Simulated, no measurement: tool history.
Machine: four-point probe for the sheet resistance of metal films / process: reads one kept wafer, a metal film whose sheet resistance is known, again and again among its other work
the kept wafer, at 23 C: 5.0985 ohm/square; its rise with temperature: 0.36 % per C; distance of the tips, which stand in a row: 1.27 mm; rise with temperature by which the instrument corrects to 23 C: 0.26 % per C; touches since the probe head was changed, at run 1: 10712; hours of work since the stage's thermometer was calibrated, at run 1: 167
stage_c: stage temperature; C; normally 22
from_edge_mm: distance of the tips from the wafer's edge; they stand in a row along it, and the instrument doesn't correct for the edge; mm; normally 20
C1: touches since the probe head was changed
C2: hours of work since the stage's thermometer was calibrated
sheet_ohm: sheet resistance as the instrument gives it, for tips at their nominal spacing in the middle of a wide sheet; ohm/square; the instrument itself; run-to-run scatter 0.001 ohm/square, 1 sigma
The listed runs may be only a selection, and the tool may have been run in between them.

{"run": 1, "hour": 0.0, "stage_c": 22, "from_edge_mm": 20, "C1": 10712, "C2": 167, "sheet_ohm": 5.110383}
{"run": 2, "hour": 9.4, "stage_c": 22, "from_edge_mm": 50, "C1": 10959, "C2": 173, "sheet_ohm": 5.10183}
{"run": 3, "hour": 26.2, "stage_c": 22, "from_edge_mm": 50, "C1": 11402, "C2": 184, "sheet_ohm": 5.102059}
{"run": 4, "hour": 36.1, "stage_c": 22, "from_edge_mm": 50, "C1": 11666, "C2": 190, "sheet_ohm": 5.099808}
{"run": 5, "hour": 45.9, "stage_c": 22, "from_edge_mm": 50, "C1": 11924, "C2": 197, "sheet_ohm": 5.101266}
{"run": 6, "hour": 57.8, "stage_c": 22, "from_edge_mm": 50, "C1": 12238, "C2": 204, "sheet_ohm": 5.099776}
{"run": 7, "hour": 74.2, "stage_c": 22, "from_edge_mm": 13, "C1": 12669, "C2": 215, "sheet_ohm": 5.125199}
{"run": 8, "hour": 91.5, "stage_c": 22, "from_edge_mm": 13, "C1": 13127, "C2": 226, "sheet_ohm": 5.124853}
{"run": 9, "hour": 99.1, "stage_c": 22, "from_edge_mm": 20, "C1": 13328, "C2": 231, "sheet_ohm": 5.107405}
{"run": 10, "hour": 108.9, "stage_c": 22, "from_edge_mm": 16, "C1": 13588, "C2": 237, "sheet_ohm": 5.1157}
{"run": 11, "hour": 126.2, "stage_c": 22, "from_edge_mm": 16, "C1": 14042, "C2": 248, "sheet_ohm": 5.116298}
{"run": 12, "hour": 136.6, "stage_c": 22, "from_edge_mm": 44, "C1": 14316, "C2": 255, "sheet_ohm": 5.10115}
{"run": 13, "hour": 148.9, "stage_c": 22, "from_edge_mm": 44, "C1": 14642, "C2": 262, "sheet_ohm": 5.101648}
{"run": 14, "hour": 160.5, "stage_c": 20, "from_edge_mm": 7, "C1": 14949, "C2": 270, "sheet_ohm": 5.17456}
{"run": 15, "hour": 170.8, "stage_c": 20, "from_edge_mm": 7, "C1": 15222, "C2": 276, "sheet_ohm": 5.173726}
{"hour": 172.2, "done": "stage's thermometer calibrated"}
{"run": 16, "hour": 188.8, "stage_c": 20, "from_edge_mm": 13, "C1": 15683, "C2": 11, "sheet_ohm": 5.112621}
{"run": 17, "hour": 202.8, "stage_c": 20, "from_edge_mm": 45, "C1": 16053, "C2": 20, "sheet_ohm": 5.088934}
{"hour": 210.6, "done": "stage's thermometer calibrated, once more"}
{"run": 18, "hour": 215.0, "stage_c": 27, "from_edge_mm": 33, "C1": 16362, "C2": 3, "sheet_ohm": 5.122212}

The next listed run, before its measurement:
{"run": 19, "hour": 225.7, "stage_c": 32, "from_edge_mm": 3, "C1": 16644, "C2": 10, "sheet_ohm": "?"}

sheet_ohm: 5.59399 ohm/square
Without the tool's hidden state the same run would have given sheet_ohm 5.593948 ohm/square.
